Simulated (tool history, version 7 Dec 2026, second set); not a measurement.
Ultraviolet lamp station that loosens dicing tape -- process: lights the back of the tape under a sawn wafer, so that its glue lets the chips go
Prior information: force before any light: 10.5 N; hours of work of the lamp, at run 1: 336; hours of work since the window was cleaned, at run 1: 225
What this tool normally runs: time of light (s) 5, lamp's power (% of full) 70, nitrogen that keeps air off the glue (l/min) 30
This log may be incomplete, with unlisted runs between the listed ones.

run     day  time of light (s)  lamp's power (% of full)  nitrogen that keeps air off the glue (l/min)  hours of work of the lamp  hours of work since the window was cleaned  force that peels the tape off (N)  light that reached the tape (mJ/cm²)
  1   0.000                  5                        70                                            30                        336                                         225                              0.498                                   231
  2   2.388                  5                        70                                            30                        360                                         249                              0.508                                   228
  3   4.608                  9                        70                                            30                        383                                         272                              0.253                                   410
  4   5.842                  5                        70                                            30                        396                                         285                              0.500                                   227
  5   8.188                  5                        70                                            30                        419                                         308                              0.495                                   221
      9.004  -- window cleaned of glue's vapour
  6  10.017                  5                        70                                            30                        438                                          10                              0.482                                   224
  7  11.346                  5                        70                                            30                        451                                          24                              0.512                                   222
  8  12.796                  5                        70                                            30                        466                                          39                              0.490                                   225
  9  14.533                  5                        70                                            30                        484                                          56                              0.499                                   223
 10  16.350                  5                        70                                            30                        502                                          75                              0.503                                   228
 11  18.567                  5                        70                                            31                        525                                          97                              0.488                                   224
 12  20.621                  5                        70                                            31                        546                                         118                              0.484                                   227
 13  21.733                  5                        70                                            30                        557                                         130                              0.517                                   225
 14  24.267                  5                        70                                            30                        583                                         156                              0.510                                   228
 15  25.625                  5                        70                                            30                        597                                         169                              0.500                                   221
 16  27.871                  5                        70                                            22                        620                                         192                              0.652                                   227
 17  29.983                  5                        78                                            30                        641                                         214                              0.415                                   254
 18  31.200                  7                        70                                            30                        654                                         226                              0.298                                   311
 19  32.938                  7                        70                                            30                        671                                         244                              0.306                                   315
 20  34.788                  5                        70                                            49                        690                                         263                              0.365                                   222
 21  36.725                  5                        70                                            30                        710                                         283                              0.522                                   226
 22  39.192                 10                        70                                            30                        735                                         308                              0.238                                   451

Run 23, settings as shown, results not yet in. Your forecast:
     40.146  -- window cleaned of glue's vapour
 23  40.279                  5                       100                                            30                        746                                           1                                  ?                                     ?

{"run 23": {"force that peels the tape off (N)": 0.295, "light that reached the tape (mJ/cm²)": 321}}
Take away the tool's hidden state, keep the run-to-run variation as it was, and the same run would have given force that peels the tape off (N) 0.295, light that reached the tape (mJ/cm²) 321.
